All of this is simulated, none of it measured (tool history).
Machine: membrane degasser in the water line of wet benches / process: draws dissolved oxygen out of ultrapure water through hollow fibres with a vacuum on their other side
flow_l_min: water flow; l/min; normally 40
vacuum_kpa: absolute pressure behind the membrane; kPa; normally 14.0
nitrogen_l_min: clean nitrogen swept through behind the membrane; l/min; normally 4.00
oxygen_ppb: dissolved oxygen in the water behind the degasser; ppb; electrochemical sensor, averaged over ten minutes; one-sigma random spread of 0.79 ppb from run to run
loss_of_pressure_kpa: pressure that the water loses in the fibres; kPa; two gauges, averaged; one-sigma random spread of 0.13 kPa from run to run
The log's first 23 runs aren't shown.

run 24 hour=5914.4 | flow_l_min=62 vacuum_kpa=12.3 nitrogen_l_min=8.97 | oxygen_ppb=163.6 loss_of_pressure_kpa=49.06
run 25 hour=6112.5 | flow_l_min=56 vacuum_kpa=30.7 nitrogen_l_min=3.36 | oxygen_ppb=949.7 loss_of_pressure_kpa=44.52
run 26 hour=6265.0 | flow_l_min=58 vacuum_kpa=14.0 nitrogen_l_min=8.02 | oxygen_ppb=195.9 loss_of_pressure_kpa=46.17
run 27 hour=6506.4 | flow_l_min=25 vacuum_kpa=14.0 nitrogen_l_min=2.06 | oxygen_ppb=302.4 loss_of_pressure_kpa=19.91
run 28 hour=6703.2 | flow_l_min=54 vacuum_kpa=20.8 nitrogen_l_min=2.34 | oxygen_ppb=824.5 loss_of_pressure_kpa=42.84
run 29 hour=6872.0 | flow_l_min=40 vacuum_kpa=14.0 nitrogen_l_min=5.46 | oxygen_ppb=193.3 loss_of_pressure_kpa=31.92
run 30 hour=7107.6 | flow_l_min=40 vacuum_kpa=14.0 nitrogen_l_min=5.46 | oxygen_ppb=194.7 loss_of_pressure_kpa=32.13
-- hour=7202.1 vacuum gauge calibrated
run 31 hour=7284.8 | flow_l_min=40 vacuum_kpa=16.7 nitrogen_l_min=4.00 | oxygen_ppb=313.1 loss_of_pressure_kpa=31.77

Consider 4 possible next runs. They are alternatives, not a sequence: every one starts from the tool as it was left by run 31. What does each give?
run A hour=7489.1 | flow_l_min=40 vacuum_kpa=14.0 nitrogen_l_min=10.24 | oxygen_ppb=? loss_of_pressure_kpa=?
run B hour=7489.1 | flow_l_min=40 vacuum_kpa=30.9 nitrogen_l_min=4.64 | oxygen_ppb=? loss_of_pressure_kpa=?
run C hour=7489.1 | flow_l_min=40 vacuum_kpa=15.0 nitrogen_l_min=4.00 | oxygen_ppb=? loss_of_pressure_kpa=?
run D hour=7489.1 | flow_l_min=30 vacuum_kpa=16.7 nitrogen_l_min=2.78 | oxygen_ppb=? loss_of_pressure_kpa=?

run=A oxygen_ppb=106.7 loss_of_pressure_kpa=31.75
run=B oxygen_ppb=541.9 loss_of_pressure_kpa=31.88
run=C oxygen_ppb=275.3 loss_of_pressure_kpa=31.85
run=D oxygen_ppb=333.3 loss_of_pressure_kpa=23.95
The same runs, with their run-to-run variation unchanged, on a tool lacking any hidden condition would have given:
run=A oxygen_ppb=105.7 loss_of_pressure_kpa=31.29
run=B oxygen_ppb=538.5 loss_of_pressure_kpa=31.41
run=C oxygen_ppb=273.7 loss_of_pressure_kpa=31.38
run=D oxygen_ppb=331.0 loss_of_pressure_kpa=23.60
